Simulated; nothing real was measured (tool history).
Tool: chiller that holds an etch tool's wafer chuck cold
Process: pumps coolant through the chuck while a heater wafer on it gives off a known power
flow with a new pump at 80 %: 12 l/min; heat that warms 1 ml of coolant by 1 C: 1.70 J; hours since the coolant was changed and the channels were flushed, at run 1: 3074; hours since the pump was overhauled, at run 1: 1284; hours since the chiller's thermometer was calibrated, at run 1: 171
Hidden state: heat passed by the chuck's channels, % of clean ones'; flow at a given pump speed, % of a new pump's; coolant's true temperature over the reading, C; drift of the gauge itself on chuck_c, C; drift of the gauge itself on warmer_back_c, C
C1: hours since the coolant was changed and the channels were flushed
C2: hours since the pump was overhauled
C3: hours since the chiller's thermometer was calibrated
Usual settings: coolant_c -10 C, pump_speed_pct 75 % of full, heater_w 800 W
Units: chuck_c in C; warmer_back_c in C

run 1 day=0.000 | coolant_c=-10 pump_speed_pct=75 heater_w=800 | C1=3074 C2=1284 C3=171 | chuck_c=-4.64 warmer_back_c=2.53
run 2 day=1.300 | coolant_c=-10 pump_speed_pct=75 heater_w=800 | C1=3106 C2=1315 C3=202 | chuck_c=-4.55 warmer_back_c=2.55
run 3 day=2.654 | coolant_c=-10 pump_speed_pct=75 heater_w=413 | C1=3138 C2=1347 C3=234 | chuck_c=-7.16 warmer_back_c=1.28
run 4 day=4.933 | coolant_c=-10 pump_speed_pct=75 heater_w=800 | C1=3193 C2=1402 C3=289 | chuck_c=-4.51 warmer_back_c=2.48
run 5 day=6.971 | coolant_c=-10 pump_speed_pct=75 heater_w=800 | C1=3242 C2=1451 C3=338 | chuck_c=-4.46 warmer_back_c=2.51
run 6 day=8.371 | coolant_c=-10 pump_speed_pct=75 heater_w=800 | C1=3275 C2=1485 C3=372 | chuck_c=-4.63 warmer_back_c=2.46
run 7 day=10.800 | coolant_c=-10 pump_speed_pct=75 heater_w=800 | C1=3334 C2=1543 C3=430 | chuck_c=-4.66 warmer_back_c=2.43
run 8 day=12.383 | coolant_c=-1 pump_speed_pct=84 heater_w=781 | C1=3372 C2=1581 C3=468 | chuck_c=3.83 warmer_back_c=2.12
run 9 day=14.375 | coolant_c=-19 pump_speed_pct=62 heater_w=669 | C1=3419 C2=1629 C3=516 | chuck_c=-13.64 warmer_back_c=2.49
run 10 day=16.021 | coolant_c=-10 pump_speed_pct=75 heater_w=572 | C1=3459 C2=1668 C3=555 | chuck_c=-6.16 warmer_back_c=1.69
run 11 day=17.396 | coolant_c=-8 pump_speed_pct=97 heater_w=730 | C1=3492 C2=1701 C3=588 | chuck_c=-4.04 warmer_back_c=1.64

Forecast each of these 3 alternatives for the next run:
run A day=20.325 | coolant_c=-8 pump_speed_pct=74 heater_w=1130 | C1=3562 C2=1771 C3=658 | chuck_c=? warmer_back_c=?
run B day=20.325 | coolant_c=-8 pump_speed_pct=62 heater_w=824 | C1=3562 C2=1771 C3=658 | chuck_c=? warmer_back_c=?
run C day=20.325 | coolant_c=0 pump_speed_pct=75 heater_w=800 | C1=3562 C2=1771 C3=658 | chuck_c=? warmer_back_c=?

run=A chuck_c=-0.22 warmer_back_c=3.50
run=B chuck_c=-1.33 warmer_back_c=3.04
run=C chuck_c=5.34 warmer_back_c=2.38
Without the tool's hidden state the same runs would have given:
run=A chuck_c=-0.24 warmer_back_c=3.61
run=B chuck_c=-1.35 warmer_back_c=3.15
run=C chuck_c=5.33 warmer_back_c=2.49
